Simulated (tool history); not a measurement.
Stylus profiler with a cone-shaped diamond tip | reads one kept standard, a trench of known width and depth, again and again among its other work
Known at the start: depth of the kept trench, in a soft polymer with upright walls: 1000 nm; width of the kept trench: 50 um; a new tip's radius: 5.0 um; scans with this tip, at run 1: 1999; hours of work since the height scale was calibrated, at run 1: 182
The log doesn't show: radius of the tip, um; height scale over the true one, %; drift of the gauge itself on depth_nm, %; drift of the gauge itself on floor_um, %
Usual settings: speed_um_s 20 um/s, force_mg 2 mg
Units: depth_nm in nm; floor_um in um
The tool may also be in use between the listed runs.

run   hour  speed_um_s  force_mg  scans with this tip  hours of work since the height scale was calibrated  depth_nm  floor_um
  1      0          20         2                 1999                                                  182   1014.95     43.15
  2   13.1          20         2                 2069                                                  188   1015.01     43.15
  3   43.4          20         2                 2233                                                  203   1015.06     43.11
  4   66.9          20         2                 2360                                                  215   1015.08     43.03
  5   92.7          20         2                 2499                                                  228   1014.43     42.97
  6  114.4          20         2                 2616                                                  238   1015.25     42.99
  7  144.2          20         2                 2776                                                  253   1015.06     43.02
  8  171.1           6         2                 2922                                                  266   1015.14     42.96
  9  198.9           6         2                 3072                                                  280   1014.93     42.92
 10  214.9          20      3.46                 3158                                                  288   1021.85     42.81
 11  235.1          20      3.46                 3267                                                  297   1021.95     42.76
 12  257.7          20      3.46                 3389                                                  309   1021.54     42.75
       261  -- height scale calibrated on a step standard
 13  279.8          20      3.46                 3506                                                    9   1021.85     42.68
 14  308.4          24      1.03                 3660                                                   23   1009.85     42.58
       337  -- height scale calibrated on a step standard, once more
 15  339.2          24      1.03                 3823                                                    1   1009.49     42.53
 16  368.1          11       1.9                 3980                                                   15   1014.13     42.61
 17  390.7          21      0.97                 4102                                                   26   1009.25      42.5
 18  419.6           7      1.71                 4257                                                   41   1013.07     42.49
 19  447.1          33      0.91                 4406                                                   54   1008.48     42.22
 20  468.8          42      1.43                 4523                                                   65   1011.93     42.15
 21  481.8          38      2.27                 4593                                                   71   1016.86     42.28
 22  511.9          24      3.52                 4755                                                   86   1022.08     42.28
 23  543.1          19      1.34                 4924                                                  101   1011.82     42.24
 24  565.9          30      0.76                 5047                                                  112   1007.57     42.05
 25  593.1          48      5.07                 5193                                                  126   1028.47     42.11

4 ways to go on from here, each from the tool as it stands after run 25. What would each give?
  A  613.7          10      3.22                 5305                                                  136         ?         ?
  B  613.7          48      0.76                 5305                                                  136         ?         ?
  C  613.7           7      3.03                 5305                                                  136         ?         ?
  D  613.7          68         2                 5305                                                  136         ?         ?

run  depth_nm  floor_um
  A   1020.54     42.15
  B    1008.1     41.75
  C   1020.04     42.15
  D   1014.77     41.81
Without the tool's hidden state the same runs would have given:
run  depth_nm  floor_um
  A   1020.38     43.92
  B   1007.94     43.51
  C   1019.88     43.92
  D   1014.61     43.57
